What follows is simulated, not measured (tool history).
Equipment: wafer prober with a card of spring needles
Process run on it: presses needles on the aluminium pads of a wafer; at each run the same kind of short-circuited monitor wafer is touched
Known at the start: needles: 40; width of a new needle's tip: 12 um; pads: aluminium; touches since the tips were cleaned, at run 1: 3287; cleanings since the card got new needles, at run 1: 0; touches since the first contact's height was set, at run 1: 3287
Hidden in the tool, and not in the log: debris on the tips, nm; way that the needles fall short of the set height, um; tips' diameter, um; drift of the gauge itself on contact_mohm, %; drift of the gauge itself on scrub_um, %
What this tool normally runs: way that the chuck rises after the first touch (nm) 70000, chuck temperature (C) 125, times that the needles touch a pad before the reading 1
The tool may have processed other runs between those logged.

run	hour	way that the chuck rises after the first touch (nm)	chuck temperature (C)	times that the needles touch a pad before the reading	touches since the tips were cleaned	cleanings since the card got new needles	touches since the first contact's height was set	resistance of one needle with its contact and lead (mohm)	way that a needle slides on the pad (nm)
1	0	70000	125	1	3287	0	3287	156	16780
# hour 12.5: tips cleaned on abrasive film
# hour 31.1: tips cleaned on abrasive film
2	32.5	70000	125	2	447	2	13853	125	16920
# hour 49.6: tips cleaned on abrasive film
# hour 69.7: tips cleaned on abrasive film
# hour 90: tips cleaned on abrasive film
3	90	59000	125	2	0	5	32566	125	14170
# hour 111.9: tips cleaned on abrasive film
# hour 130: tips cleaned on abrasive film
4	141.5	70000	78	1	3763	7	49356	153	16800
# hour 150.4: tips cleaned on abrasive film
# hour 170: tips cleaned on abrasive film
# hour 190.9: tips cleaned on abrasive film
5	204.3	70000	78	1	4376	10	69787	157	16690
# hour 212.6: tips cleaned on abrasive film
# hour 231.5: tips cleaned on abrasive film
6	242.7	70000	78	1	3679	12	82287	150	16660
# hour 251.6: tips cleaned on abrasive film
# hour 271.2: tips cleaned on abrasive film
7	271.2	70000	78	1	0	14	91545	120	16650
# hour 289.6: tips cleaned on abrasive film
# hour 309.5: tips cleaned on abrasive film
8	311.1	70000	125	1	506	16	104507	132	16460
# hour 330.8: tips cleaned on abrasive film
9	346.6	70000	125	1	5168	17	116087	160	16570
# hour 350.2: tips cleaned on abrasive film
# hour 368.5: tips cleaned on abrasive film
10	378.2	70000	125	1	3177	19	126369	157	16520
# hour 387.3: tips cleaned on abrasive film
# hour 406.2: tips cleaned on abrasive film
11	409.2	71000	125	1	985	21	136441	137	16770
# hour 425.7: tips cleaned on abrasive film
# hour 446: tips cleaned on abrasive film
# hour 467.9: tips cleaned on abrasive film
12	473	70000	125	1	1670	24	157206	142	16450
# hour 488.2: tips cleaned on abrasive film
# hour 507.1: tips cleaned on abrasive film
# hour 528.6: tips cleaned on abrasive film
13	536.6	64000	125	1	2624	27	177923	161	14940
# hour 548.9: tips cleaned on abrasive film
# hour 569.3: tips cleaned on abrasive film
14	574.7	70000	125	1	1760	29	190303	146	16380
# hour 589.1: tips cleaned on abrasive film
# hour 596.7: height of the first contact set anew
# hour 608.3: tips cleaned on abrasive film
15	617.4	79000	58	3	2979	31	6730	118	19090
# hour 627.4: tips cleaned on abrasive film
# hour 648.9: tips cleaned on abrasive film
16	665.6	52000	58	3	5472	33	22429	137	12550
# hour 670.2: tips cleaned on abrasive film
# hour 690.4: tips cleaned on abrasive film
# hour 711.2: tips cleaned on abrasive film
17	711.2	68000	85	3	0	36	37241	119	16410
# hour 731.1: tips cleaned on abrasive film
# hour 752.8: tips cleaned on abrasive film
18	770.7	54000	41	3	5831	38	56636	133	12920
# hour 775.3: tips cleaned on abrasive film
# hour 795.9: tips cleaned on abrasive film
# hour 814.9: tips cleaned on abrasive film
19	814.9	76000	46	1	0	41	71006	117	18150
# hour 835.1: tips cleaned on abrasive film
# hour 854.7: tips cleaned on abrasive film
20	872	70000	72	2	5683	43	89630	140	16670
# hour 875.1: tips cleaned on abrasive film
# hour 897.3: tips cleaned on abrasive film
# hour 917.4: tips cleaned on abrasive film
21	926.4	83000	63	2	2937	46	107298	125	19720
# hour 938.7: tips cleaned on abrasive film
# hour 958.2: tips cleaned on abrasive film
22	961.1	70000	95	2	926	48	118585	125	16590
# hour 979.2: tips cleaned on abrasive film
# hour 999.9: tips cleaned on abrasive film
23	999.9	58000	125	1	0	50	131219	130	13720
# hour 1021.4: tips cleaned on abrasive film
24	1032.5	58000	125	1	3631	51	141862	171	13550
# hour 1041.7: tips cleaned on abrasive film
# hour 1059.8: tips cleaned on abrasive film
25	1066.4	77000	125	2	2147	53	152873	135	18120
# hour 1079.7: tips cleaned on abrasive film
# hour 1098.3: tips cleaned on abrasive film
# hour 1116.6: tips cleaned on abrasive film
26	1129.1	59000	47	2	4093	56	173301	144	13780
# hour 1136.7: tips cleaned on abrasive film
# hour 1157.3: tips cleaned on abrasive film
27	1174	52000	125	2	5461	58	187905	167	12000
# hour 1178.6: tips cleaned on abrasive film
# hour 1197.5: tips cleaned on abrasive film
# hour 1204.5: height of the first contact set anew
28	1205.8	52000	125	2	2614	60	417	150	12440

Forecast each of these 5 alternatives for the next run:
# hour 1216.7: tips cleaned on abrasive film
# hour 1236.6: tips cleaned on abrasive film
# hour 1255.5: tips cleaned on abrasive film
A	1266.8	52000	53	2	3708	63	20274	?	?
# hour 1216.7: tips cleaned on abrasive film
# hour 1236.6: tips cleaned on abrasive film
# hour 1255.5: tips cleaned on abrasive film
B	1266.8	52000	99	3	3708	63	20274	?	?
# hour 1216.7: tips cleaned on abrasive film
# hour 1236.6: tips cleaned on abrasive film
# hour 1255.5: tips cleaned on abrasive film
C	1266.8	84000	45	2	3708	63	20274	?	?
# hour 1216.7: tips cleaned on abrasive film
# hour 1236.6: tips cleaned on abrasive film
# hour 1255.5: tips cleaned on abrasive film
D	1266.8	56000	125	2	3708	63	20274	?	?
# hour 1216.7: tips cleaned on abrasive film
# hour 1236.6: tips cleaned on abrasive film
# hour 1255.5: tips cleaned on abrasive film
E	1266.8	52000	125	1	3708	63	20274	?	?

run	resistance of one needle with its contact and lead (mohm)	way that a needle slides on the pad (nm)
A	148	12520
B	138	12530
C	126	20250
D	150	13540
E	172	12550
Take away the tool's hidden state, keep each run's random variation, and the runs would have read:
run	resistance of one needle with its contact and lead (mohm)	way that a needle slides on the pad (nm)
A	115	12570
B	119	12580
C	110	20310
D	124	13590
E	124	12600

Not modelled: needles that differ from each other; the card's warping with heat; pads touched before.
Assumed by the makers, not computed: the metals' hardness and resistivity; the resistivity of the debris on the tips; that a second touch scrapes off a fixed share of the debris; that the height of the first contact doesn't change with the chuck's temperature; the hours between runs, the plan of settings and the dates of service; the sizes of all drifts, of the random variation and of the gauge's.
